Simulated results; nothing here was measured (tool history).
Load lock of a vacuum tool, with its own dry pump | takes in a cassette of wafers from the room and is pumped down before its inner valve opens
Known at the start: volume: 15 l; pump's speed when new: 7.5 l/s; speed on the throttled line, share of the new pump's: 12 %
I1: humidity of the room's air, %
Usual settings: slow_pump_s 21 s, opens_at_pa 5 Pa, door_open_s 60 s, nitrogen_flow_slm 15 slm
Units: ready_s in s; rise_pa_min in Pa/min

Run 1, hour 0.0: usual settings; I1 41.7. Result: ready_s 38.8 s, rise_pa_min 0.054 Pa/min.
Run 2, hour 145.3: usual settings but opens_at_pa 4 Pa; I1 44.7. Result: ready_s 39.1 s, rise_pa_min 0.059 Pa/min.
Run 3, hour 295.9: usual settings but opens_at_pa 4 Pa; I1 41.4. Result: ready_s 39.0 s, rise_pa_min 0.054 Pa/min.
Run 4, hour 556.8: usual settings but opens_at_pa 4 Pa; I1 44.5. Result: ready_s 39.1 s, rise_pa_min 0.048 Pa/min.
Run 5, hour 708.7: usual settings but opens_at_pa 9 Pa; I1 43.4. Result: ready_s 37.8 s, rise_pa_min 0.052 Pa/min.
Run 6, hour 903.5: usual settings but nitrogen_flow_slm 7 slm; I1 47.1. Result: ready_s 37.9 s, rise_pa_min 0.077 Pa/min.
At hour 1051.0: door's seal changed, seat wiped.
Run 7, hour 1158.7: usual settings; I1 47.2. Result: ready_s 39.0 s, rise_pa_min 0.057 Pa/min.
Run 8, hour 1392.4: usual settings; I1 41.0. Result: ready_s 38.4 s, rise_pa_min 0.054 Pa/min.
Run 9, hour 1566.2: usual settings; I1 44.3. Result: ready_s 38.4 s, rise_pa_min 0.061 Pa/min.
Run 10, hour 1832.1: usual settings; I1 41.8. Result: ready_s 38.4 s, rise_pa_min 0.049 Pa/min.
Run 11, hour 1970.4: usual settings; I1 45.1. Result: ready_s 38.5 s, rise_pa_min 0.054 Pa/min.
Run 12, hour 2222.8: usual settings; I1 42.2. Result: ready_s 38.3 s, rise_pa_min 0.051 Pa/min.
Run 13, hour 2495.9: usual settings; I1 44.9. Result: ready_s 38.3 s, rise_pa_min 0.050 Pa/min.
Run 14, hour 2740.2: usual settings but nitrogen_flow_slm 39 slm; I1 47.5. Result: ready_s 39.3 s, rise_pa_min 0.035 Pa/min.
Run 15, hour 2934.1: usual settings but nitrogen_flow_slm 11 slm; I1 42.3. Result: ready_s 38.5 s, rise_pa_min 0.056 Pa/min.
Run 16, hour 3154.0: usual settings but door_open_s 40 s, nitrogen_flow_slm 26 slm; I1 44.9. Result: ready_s 38.5 s, rise_pa_min 0.041 Pa/min.
Run 17, hour 3336.8: usual settings but door_open_s 40 s, nitrogen_flow_slm 26 slm; I1 43.1. Result: ready_s 38.8 s, rise_pa_min 0.038 Pa/min.
Run 18, hour 3610.8: usual settings but slow_pump_s 30 s, door_open_s 89 s, nitrogen_flow_slm 26 slm; I1 43.2. Result: ready_s 45.7 s, rise_pa_min 0.048 Pa/min.
Run 19, hour 3766.4: usual settings but opens_at_pa 6 Pa, nitrogen_flow_slm 5 slm; I1 45.2. Result: ready_s 38.0 s, rise_pa_min 0.075 Pa/min.
Run 20, hour 3960.3: usual settings but opens_at_pa 6 Pa, nitrogen_flow_slm 5 slm; I1 46.6. Result: ready_s 39.0 s, rise_pa_min 0.079 Pa/min.
Run 21, hour 4226.6: usual settings but slow_pump_s 33 s, opens_at_pa 6 Pa, door_open_s 91 s, nitrogen_flow_slm 5 slm; I1 45.5. Result: ready_s 48.1 s, rise_pa_min 0.081 Pa/min.
Run 22, hour 4425.6: usual settings but slow_pump_s 12 s, door_open_s 31 s, nitrogen_flow_slm 10 slm; I1 44.0. Result: ready_s 30.6 s, rise_pa_min 0.051 Pa/min.
Run 23, hour 4614.7: usual settings but slow_pump_s 12 s, door_open_s 31 s, nitrogen_flow_slm 10 slm; I1 43.2. Result: ready_s 29.9 s, rise_pa_min 0.051 Pa/min.
Run 24, hour 4730.2: usual settings but slow_pump_s 12 s, opens_at_pa 8 Pa, door_open_s 31 s, nitrogen_flow_slm 10 slm; I1 44.7. Result: ready_s 30.2 s, rise_pa_min 0.054 Pa/min.
Run 25, hour 4954.7: usual settings but slow_pump_s 12 s, opens_at_pa 8 Pa, door_open_s 31 s, nitrogen_flow_slm 10 slm; I1 46.1. Result: ready_s 29.8 s, rise_pa_min 0.053 Pa/min.

The next listed run, before its measurement:
Run 26, hour 5227.2: usual settings but slow_pump_s 12 s, opens_at_pa 8 Pa, door_open_s 44 s, nitrogen_flow_slm 10 slm; I1 42.9. Result: ready_s ?, rise_pa_min ?.

{"run 26": {"ready_s": 29.2, "rise_pa_min": 0.056}}
Without the tool's hidden state the same run would have given ready_s 29.2 s, rise_pa_min 0.055 Pa/min.
